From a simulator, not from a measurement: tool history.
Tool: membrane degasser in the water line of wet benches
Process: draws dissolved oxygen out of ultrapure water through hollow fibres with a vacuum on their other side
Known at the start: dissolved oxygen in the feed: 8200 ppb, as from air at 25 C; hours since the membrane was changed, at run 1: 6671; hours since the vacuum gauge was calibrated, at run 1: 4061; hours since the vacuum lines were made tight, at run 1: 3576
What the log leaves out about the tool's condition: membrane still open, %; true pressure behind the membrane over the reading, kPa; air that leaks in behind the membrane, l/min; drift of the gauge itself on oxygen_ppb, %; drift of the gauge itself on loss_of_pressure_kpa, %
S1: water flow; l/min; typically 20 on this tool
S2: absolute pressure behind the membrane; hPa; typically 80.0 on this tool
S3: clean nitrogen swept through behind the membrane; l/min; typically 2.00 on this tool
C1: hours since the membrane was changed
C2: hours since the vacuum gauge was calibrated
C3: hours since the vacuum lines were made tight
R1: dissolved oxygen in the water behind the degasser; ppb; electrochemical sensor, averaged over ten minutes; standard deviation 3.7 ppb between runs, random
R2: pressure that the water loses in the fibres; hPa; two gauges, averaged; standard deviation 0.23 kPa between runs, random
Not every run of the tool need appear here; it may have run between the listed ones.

run	hour	S1	S2	S3	C1	C2	C3	R1	R2
1	0.0	20	80.0	2.00	6671	4061	3576	397.9	619.1
2	123.9	17	80.0	2.00	6795	4185	3700	293.7	526.3
3	218.1	17	80.0	2.00	6890	4279	3795	297.0	524.7
4	396.0	20	80.0	2.00	7067	4457	3972	401.7	618.1
5	582.1	20	159.7	2.00	7254	4643	4159	565.8	615.3
6	757.5	20	80.0	1.08	7429	4819	4334	490.6	618.1
7	847.2	20	80.0	2.00	7519	4908	4424	396.1	618.1
8	980.8	20	80.0	4.75	7652	5042	4557	337.0	618.2
9	1089.0	20	80.0	4.75	7760	5150	4666	335.3	623.8
10	1258.1	20	80.0	2.00	7930	5319	4835	408.5	620.3
11	1406.4	20	80.0	2.00	8078	5468	4983	405.2	619.0
# hour 1415.6: vacuum gauge calibrated
12	1501.9	20	80.0	2.00	8173	86	5078	407.4	623.4
13	1664.3	20	80.0	2.00	8335	249	5240	420.6	621.6
14	1751.6	20	80.0	2.00	8423	336	5328	405.1	623.3
# hour 1768.8: vacuum gauge calibrated, once more
15	1919.7	16	80.0	0.95	8590	151	5495	350.4	500.8
16	2023.2	14	192.7	0.95	8694	254	5599	623.8	439.5
17	2177.4	14	70.9	0.95	8848	409	5753	246.8	433.7
18	2365.4	13	57.4	1.12	9036	597	5941	169.2	406.3
19	2531.2	13	74.4	2.20	9202	762	6107	163.5	410.0
20	2682.5	14	74.4	1.97	9353	914	6258	196.8	436.3
21	2804.2	20	80.0	2.69	9475	1035	6380	381.7	626.1
22	2933.7	19	170.1	0.99	9604	1165	6509	782.4	595.6
23	3052.3	22	136.0	0.99	9723	1284	6628	805.2	684.4

Below are 3 alternative next runs, each starting from the tool's condition after run 23. Predict each:
A	3144.2	20	60.3	0.87	9815	1375	6720	?	?
B	3144.2	13	57.6	1.21	9815	1375	6720	?	?
C	3144.2	20	80.0	4.72	9815	1375	6720	?	?

run	R1	R2
A	439.3	625.9
B	170.0	408.0
C	349.2	624.8
With no hidden state in the tool, these same runs would have given:
run	R1	R2
A	394.6	598.1
B	149.2	389.8
C	305.7	597.0
